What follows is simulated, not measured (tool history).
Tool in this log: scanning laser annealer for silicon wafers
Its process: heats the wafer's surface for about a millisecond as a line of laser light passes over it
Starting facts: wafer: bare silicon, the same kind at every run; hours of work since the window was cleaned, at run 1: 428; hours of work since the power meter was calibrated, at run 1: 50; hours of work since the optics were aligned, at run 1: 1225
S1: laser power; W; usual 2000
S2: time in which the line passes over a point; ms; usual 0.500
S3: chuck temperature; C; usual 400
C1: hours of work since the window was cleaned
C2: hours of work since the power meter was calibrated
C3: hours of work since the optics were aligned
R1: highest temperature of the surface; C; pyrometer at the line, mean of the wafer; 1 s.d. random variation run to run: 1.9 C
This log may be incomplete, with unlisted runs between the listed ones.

run 1 hour=0.0 | S1=2000 S2=0.500 S3=400 | C1=428 C2=50 C3=1225 | R1=1122
run 2 hour=4.6 | S1=2000 S2=0.500 S3=400 | C1=430 C2=53 C3=1228 | R1=1121
run 3 hour=9.5 | S1=2000 S2=0.415 S3=400 | C1=433 C2=55 C3=1230 | R1=1063
run 4 hour=15.6 | S1=2000 S2=0.415 S3=400 | C1=436 C2=59 C3=1234 | R1=1064
run 5 hour=19.7 | S1=2000 S2=0.415 S3=400 | C1=439 C2=61 C3=1236 | R1=1067
run 6 hour=25.0 | S1=2000 S2=0.415 S3=400 | C1=442 C2=64 C3=1239 | R1=1064
run 7 hour=34.1 | S1=2000 S2=0.415 S3=400 | C1=447 C2=69 C3=1244 | R1=1064
run 8 hour=40.6 | S1=2000 S2=0.415 S3=400 | C1=450 C2=73 C3=1248 | R1=1064
run 9 hour=48.7 | S1=2000 S2=0.415 S3=400 | C1=455 C2=77 C3=1252 | R1=1064
run 10 hour=55.9 | S1=2000 S2=0.500 S3=400 | C1=459 C2=81 C3=1256 | R1=1120
run 11 hour=65.3 | S1=2160 S2=0.500 S3=400 | C1=464 C2=86 C3=1261 | R1=1187
run 12 hour=70.8 | S1=1899 S2=0.500 S3=400 | C1=467 C2=89 C3=1264 | R1=1080
run 13 hour=79.6 | S1=1899 S2=0.500 S3=400 | C1=472 C2=94 C3=1269 | R1=1077
run 14 hour=86.7 | S1=1899 S2=0.500 S3=400 | C1=476 C2=98 C3=1273 | R1=1079
-- hour=92.2 optics aligned, line set to its width
run 15 hour=96.6 | S1=1899 S2=0.369 S3=400 | C1=479 C2=101 C3=2 | R1=1003
run 16 hour=105.8 | S1=1899 S2=0.369 S3=400 | C1=484 C2=106 C3=8 | R1=1006
run 17 hour=113.1 | S1=1899 S2=0.369 S3=400 | C1=488 C2=110 C3=12 | R1=1006
run 18 hour=119.3 | S1=1899 S2=0.369 S3=400 | C1=491 C2=114 C3=15 | R1=1007
run 19 hour=127.5 | S1=1899 S2=0.369 S3=400 | C1=496 C2=118 C3=20 | R1=1005
run 20 hour=132.8 | S1=1899 S2=0.369 S3=400 | C1=499 C2=121 C3=23 | R1=1007
run 21 hour=140.6 | S1=2194 S2=0.412 S3=395 | C1=503 C2=125 C3=27 | R1=1147
run 22 hour=144.5 | S1=2131 S2=0.378 S3=381 | C1=505 C2=128 C3=29 | R1=1081
run 23 hour=149.4 | S1=2109 S2=0.394 S3=433 | C1=508 C2=130 C3=32 | R1=1136
run 24 hour=155.4 | S1=2178 S2=0.546 S3=406 | C1=511 C2=134 C3=35 | R1=1244
run 25 hour=164.3 | S1=2000 S2=0.500 S3=421 | C1=516 C2=139 C3=40 | R1=1154
run 26 hour=171.9 | S1=2000 S2=0.500 S3=421 | C1=521 C2=143 C3=44 | R1=1148
run 27 hour=177.9 | S1=2000 S2=0.500 S3=363 | C1=524 C2=146 C3=48 | R1=1091
run 28 hour=185.1 | S1=2000 S2=0.500 S3=363 | C1=528 C2=150 C3=52 | R1=1094
run 29 hour=194.1 | S1=1789 S2=0.500 S3=394 | C1=533 C2=155 C3=57 | R1=1035
run 30 hour=201.1 | S1=1709 S2=0.526 S3=384 | C1=537 C2=159 C3=60 | R1=1010
run 31 hour=208.9 | S1=2000 S2=0.468 S3=403 | C1=541 C2=163 C3=65 | R1=1111
run 32 hour=215.7 | S1=1719 S2=0.470 S3=428 | C1=545 C2=167 C3=69 | R1=1029
run 33 hour=222.9 | S1=2139 S2=0.500 S3=368 | C1=549 C2=171 C3=73 | R1=1158
run 34 hour=230.9 | S1=2068 S2=0.500 S3=389 | C1=553 C2=176 C3=77 | R1=1152
run 35 hour=239.4 | S1=2068 S2=0.500 S3=389 | C1=558 C2=180 C3=82 | R1=1148
run 36 hour=246.0 | S1=1847 S2=0.526 S3=407 | C1=562 C2=184 C3=85 | R1=1090
run 37 hour=253.1 | S1=1847 S2=0.526 S3=407 | C1=566 C2=188 C3=89 | R1=1089
run 38 hour=258.2 | S1=1726 S2=0.500 S3=400 | C1=568 C2=191 C3=92 | R1=1016
run 39 hour=264.7 | S1=1726 S2=0.500 S3=400 | C1=572 C2=194 C3=96 | R1=1014
run 40 hour=273.9 | S1=1726 S2=0.512 S3=400 | C1=577 C2=199 C3=101 | R1=1021

Measured result minus the same run's result without the hidden state. Both carry the same run-to-run variation, though not necessarily the same gauge scatter:
The tool's hidden condition here consists of: light that passes the window, % of a clean one's; laser's true power over the reading, %; width of the line over the set one, %; drift of the gauge itself on peak_c, C.
run=1 R1=-24
run=2 R1=-25
run=3 R1=-23
run=4 R1=-23
run=5 R1=-23
run=6 R1=-23
run=7 R1=-23
run=8 R1=-23
run=9 R1=-23
run=10 R1=-25
run=11 R1=-28
run=12 R1=-24
run=13 R1=-24
run=14 R1=-25
run=15 R1=-9
run=16 R1=-9
run=17 R1=-10
run=18 R1=-10
run=19 R1=-10
run=20 R1=-10
run=21 R1=-13
run=22 R1=-12
run=23 R1=-12
run=24 R1=-14
run=25 R1=-12
run=26 R1=-13
run=27 R1=-12
run=28 R1=-13
run=29 R1=-12
run=30 R1=-11
run=31 R1=-13
run=32 R1=-11
run=33 R1=-14
run=34 R1=-14
run=35 R1=-14
run=36 R1=-13
run=37 R1=-13
run=38 R1=-11
run=39 R1=-12
run=40 R1=-13

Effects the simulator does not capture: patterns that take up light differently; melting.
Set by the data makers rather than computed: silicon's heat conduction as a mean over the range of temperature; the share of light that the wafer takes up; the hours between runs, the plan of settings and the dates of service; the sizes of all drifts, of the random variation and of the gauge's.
